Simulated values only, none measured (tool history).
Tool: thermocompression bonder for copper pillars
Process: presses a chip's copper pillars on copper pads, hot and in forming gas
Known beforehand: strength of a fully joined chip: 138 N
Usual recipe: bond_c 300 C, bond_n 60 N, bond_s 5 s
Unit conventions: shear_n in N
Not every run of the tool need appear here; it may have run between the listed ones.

run	hour	bond_c	bond_n	bond_s	shear_n
1	0.0	300	60	5	73.1
2	27.8	300	60	5	72.7
3	45.1	300	60	5	72.2
4	70.9	300	60	15	99.4
5	91.5	300	60	13	96.2
6	120.4	300	60	5	71.4
# hour 133.6: forming gas filter changed
7	150.6	300	60	5	75.1
8	170.5	300	60	5	73.1
9	189.9	300	60	5	72.6
10	208.6	300	60	5	72.8
11	235.1	300	60	5	72.8
12	265.9	300	60	5	73.2
13	282.7	300	60	5	72.3
14	309.1	300	60	5	71.9
15	331.4	300	60	5	73.0
# hour 346.7: forming gas filter changed
16	361.5	330	60	5	98.9
17	388.7	300	60	5	73.0
18	401.6	300	60	5	73.2
19	431.0	300	60	5	72.8
20	455.7	300	60	5	74.6
21	475.5	299	60	8	84.5
22	493.4	329	41	5	78.6
23	510.1	329	41	5	79.8
24	534.1	329	41	5	79.3
# hour 558.9: forming gas filter changed
25	565.1	300	37	5	58.2
# hour 568.8: heater calibrated with a thermocouple chip
26	585.9	300	37	5	58.6
27	608.1	300	37	5	57.9
28	639.5	306	37	3	51.3
29	658.0	306	79	4	83.9
30	682.6	308	42	10	83.1
31	697.6	308	42	10	82.0
32	713.4	300	50	5	66.4
# hour 717.8: heater calibrated with a thermocouple chip, once more
33	732.7	300	50	5	60.4
34	754.9	296	75	3	60.2
35	769.7	296	75	3	60.6
# hour 776.7: forming gas filter changed
36	788.5	296	75	8	85.9
37	804.0	287	60	11	76.3
38	832.4	287	60	11	77.1
39	846.8	300	49	4	55.2

Consider 4 possible next runs. They are alternatives, not a sequence: every one starts from the tool as it was left by run 39. What does each give?
A	860.3	300	36	7	?
B	860.3	272	47	5	?
C	860.3	321	77	9	?
D	860.3	290	55	10	?

run	shear_n
A	58.1
B	40.5
C	108.7
D	72.7
Had the tool no hidden state, the same runs would have come out as:
run	shear_n
A	60.3
B	42.1
C	111.7
D	75.2

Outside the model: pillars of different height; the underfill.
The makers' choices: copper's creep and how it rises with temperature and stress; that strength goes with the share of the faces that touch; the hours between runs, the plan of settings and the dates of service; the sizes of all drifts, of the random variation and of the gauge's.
